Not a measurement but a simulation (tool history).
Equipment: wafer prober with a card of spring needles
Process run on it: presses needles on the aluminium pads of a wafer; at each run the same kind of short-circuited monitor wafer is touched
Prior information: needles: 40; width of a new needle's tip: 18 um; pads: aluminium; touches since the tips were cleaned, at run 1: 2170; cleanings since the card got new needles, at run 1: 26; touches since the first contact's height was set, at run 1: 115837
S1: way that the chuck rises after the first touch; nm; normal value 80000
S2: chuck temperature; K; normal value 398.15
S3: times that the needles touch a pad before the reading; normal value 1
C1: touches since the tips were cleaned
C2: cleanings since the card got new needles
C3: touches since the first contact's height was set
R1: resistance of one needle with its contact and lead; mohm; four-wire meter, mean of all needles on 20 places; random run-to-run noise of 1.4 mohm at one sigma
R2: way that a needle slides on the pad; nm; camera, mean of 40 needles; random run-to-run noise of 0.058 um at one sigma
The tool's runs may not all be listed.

run	day	S1	S2	S3	C1	C2	C3	R1	R2
1	0.000	80000	398.15	1	2170	26	115837	123	13930
# day 0.333: tips cleaned on abrasive film
2	0.479	80000	398.15	1	844	27	118582	122	13850
# day 0.988: tips cleaned on abrasive film
3	0.988	80000	398.15	1	0	28	121475	123	13830
4	1.575	80000	301.15	1	3381	28	124856	114	13830
# day 1.646: tips cleaned on abrasive film
5	2.117	80000	398.15	1	2698	29	127948	124	13770
# day 2.354: tips cleaned on abrasive film
6	2.579	80000	398.15	1	1307	30	130594	123	13800
# day 3.021: tips cleaned on abrasive film
7	3.212	80000	398.15	1	1091	31	134206	122	13840
# day 3.708: tips cleaned on abrasive film
8	3.983	80000	398.15	1	1597	32	138633	123	13660
# day 4.396: tips cleaned on abrasive film
9	4.492	80000	398.15	1	550	33	141520	124	13770
10	4.854	80000	398.15	1	2643	33	143613	122	13860
# day 5.104: tips cleaned on abrasive film
11	5.379	80000	398.15	1	1581	34	146615	122	13690
# day 5.788: tips cleaned on abrasive film
12	5.958	80000	398.15	1	991	35	149922	124	13750
# day 6.471: tips cleaned on abrasive film
13	6.621	80000	315.15	1	870	36	153718	111	13740
# day 7.138: tips cleaned on abrasive film
14	7.138	80000	325.15	3	0	37	156674	115	13670
15	7.550	80000	325.15	3	2363	37	159037	113	13720
# day 7.804: tips cleaned on abrasive film
16	8.000	80000	325.15	3	1123	38	161613	113	13680
# day 8.496: tips cleaned on abrasive film
17	8.546	80000	325.15	3	288	39	164724	114	13580
# day 9.179: tips cleaned on abrasive film
18	9.217	62000	394.15	2	206	40	168552	125	10540
# day 9.842: tips cleaned on abrasive film
19	9.842	62000	394.15	1	0	41	172132	125	10660

Estimate the outcome of run 20 from the log above:
# day 10.512: tips cleaned on abrasive film
20	10.542	61000	309.15	1	176	42	176147	?	?

{"run 20": {"R1": 113, "R2": 10430}}
Were there no unlogged condition in the tool, this run, its random variation unchanged, would have produced R1 112 mohm, R2 10590 nm.
